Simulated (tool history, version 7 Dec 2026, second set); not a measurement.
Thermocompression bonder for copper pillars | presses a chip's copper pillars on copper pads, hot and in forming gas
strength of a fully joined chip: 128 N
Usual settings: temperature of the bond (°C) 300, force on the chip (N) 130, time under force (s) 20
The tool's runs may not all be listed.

| run | hour | temperature of the bond (°C) | force on the chip (N) | time under force (s) | force that shears a chip off (N) |
|---|---|---|---|---|---|
| 1 | 0 | 300 | 130 | 20 | 56.6 |
| 2 | 12.5 | 300 | 130 | 20 | 56.7 |
| 3 | 27.7 | 300 | 130 | 20 | 57.7 |
| 4 | 47.8 | 300 | 130 | 38 | 71.7 |
| 5 | 69 | 300 | 130 | 20 | 57.7 |
| 6 | 81.1 | 300 | 130 | 20 | 57.8 |
| 7 | 93.7 | 318 | 130 | 20 | 65.3 |
| 8 | 108.9 | 273 | 130 | 20 | 45.7 |
| 9 | 128.2 | 300 | 130 | 28 | 64.8 |
| 10 | 144.8 | 300 | 130 | 28 | 64.3 |
| 11 | 160 | 300 | 130 | 20 | 57.3 |
| 12 | 183.1 | 272 | 130 | 20 | 45.4 |
| 13 | 205.9 | 300 | 130 | 20 | 58 |
| 14 | 225.4 | 300 | 109 | 20 | 50.3 |
| 15 | 239 | 300 | 86 | 20 | 40.3 |
| 16 | 253.7 | 300 | 86 | 39 | 53 |
| 17 | 276.7 | 300 | 130 | 20 | 58.2 |
| 18 | 288.6 | 300 | 130 | 20 | 57.9 |
| 19 | 309.4 | 300 | 130 | 20 | 57.4 |
| 20 | 320.5 | 300 | 130 | 20 | 57.8 |
| 21 | 341.8 | 318 | 130 | 20 | 66.1 |
| 22 | 351.8 | 318 | 130 | 20 | 65.9 |
| 23 | 363 | 318 | 130 | 20 | 65.4 |
| 24 | 377.9 | 318 | 130 | 20 | 65.3 |
| 25 | 393.9 | 318 | 130 | 20 | 65.6 |
| 26 | 411.9 | 318 | 82 | 22 | 47 |
| 27 | 433.7 | 323 | 130 | 20 | 67.8 |
| 28 | 450 | 321 | 167 | 20 | 80 |
| 29 | 464.2 | 321 | 168 | 26 | 84.8 |
| 30 | 476.7 | 321 | 168 | 13 | 71 |
| 31 | 490.4 | 274 | 84 | 18 | 29.6 |
| 32 | 507.1 | 271 | 142 | 46 | 64.8 |
| 33 | 522.3 | 272 | 182 | 18 | 58.3 |
| 34 | 546.2 | 272 | 182 | 18 | 56.7 |
| 35 | 561.1 | 300 | 118 | 16 | 48.9 |
| 36 | 578.4 | 322 | 130 | 12 | 56.4 |
| 37 | 591.6 | 302 | 92 | 10 | 32.6 |
| 38 | 615.1 | 329 | 111 | 11 | 49.8 |
| 39 | 631.2 | 329 | 111 | 11 | 50.7 |

Taken out of this log: 3 entries between the listed runs. Where each belongs, and how the hidden state differs across it:
Between runs 10 and 11: forming gas filter changed (hour 160)
  oxide that the forming gas leaves, % of the face: 1.08 -> 0.51
Between runs 32 and 33: forming gas filter changed (hour 521.7)
  oxide that the forming gas leaves, % of the face: 1.02 -> 0.5
Between runs 38 and 39: heater calibrated with a thermocouple chip (hour 626.7)
  true temperature of the bond over the reading, C: 0.6 -> 0; oxide that the forming gas leaves, % of the face: 0.65 -> 0.67

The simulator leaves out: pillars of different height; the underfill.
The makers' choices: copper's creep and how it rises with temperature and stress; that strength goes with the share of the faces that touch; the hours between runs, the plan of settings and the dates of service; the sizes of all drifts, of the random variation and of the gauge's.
